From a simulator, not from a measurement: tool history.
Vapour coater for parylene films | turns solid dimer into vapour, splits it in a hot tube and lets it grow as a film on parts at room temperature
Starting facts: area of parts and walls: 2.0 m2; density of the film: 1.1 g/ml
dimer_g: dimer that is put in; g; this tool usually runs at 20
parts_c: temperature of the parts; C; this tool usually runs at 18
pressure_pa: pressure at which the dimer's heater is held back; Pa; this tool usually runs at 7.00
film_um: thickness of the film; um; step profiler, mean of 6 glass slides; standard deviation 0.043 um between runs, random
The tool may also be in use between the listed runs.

run,day,dimer_g,parts_c,pressure_pa,film_um
1,0.000,20,18,7.00,4.74
2,0.879,20,18,7.00,4.75
3,1.783,20,18,7.00,4.67
4,2.538,11,18,7.00,2.60
5,2.988,11,18,7.00,2.59
6,3.704,20,15,7.00,5.02
7,4.312,11,18,7.00,2.58
8,4.771,11,18,7.00,2.65
9,5.142,11,18,7.00,2.62
10,5.921,20,18,7.00,4.80
11,6.521,19,18,7.00,4.51
12,6.912,20,18,4.43,5.06
13,7.621,31,18,7.00,7.35
14,8.517,31,18,7.00,7.32
15,8.988,31,18,7.00,7.32
16,9.588,31,18,7.00,7.40
17,10.392,20,17,7.00,4.83
18,10.862,20,17,7.00,4.79
19,11.358,20,12,7.00,5.34
20,11.946,20,27,7.00,3.89
21,12.854,20,27,7.00,3.97
22,13.371,20,27,7.00,3.93
23,14.196,20,27,7.00,3.96
24,14.608,19,15,7.00,4.81
25,15.238,19,15,7.00,4.70
26,15.733,34,19,6.14,7.90

The next listed run, before its measurement:
27,16.238,34,19,6.14,?

Run 27 gave film_um 8.09 um.
With the hidden condition absent and the run-to-run variation left alone, this run would have shown film_um 8.12 um.

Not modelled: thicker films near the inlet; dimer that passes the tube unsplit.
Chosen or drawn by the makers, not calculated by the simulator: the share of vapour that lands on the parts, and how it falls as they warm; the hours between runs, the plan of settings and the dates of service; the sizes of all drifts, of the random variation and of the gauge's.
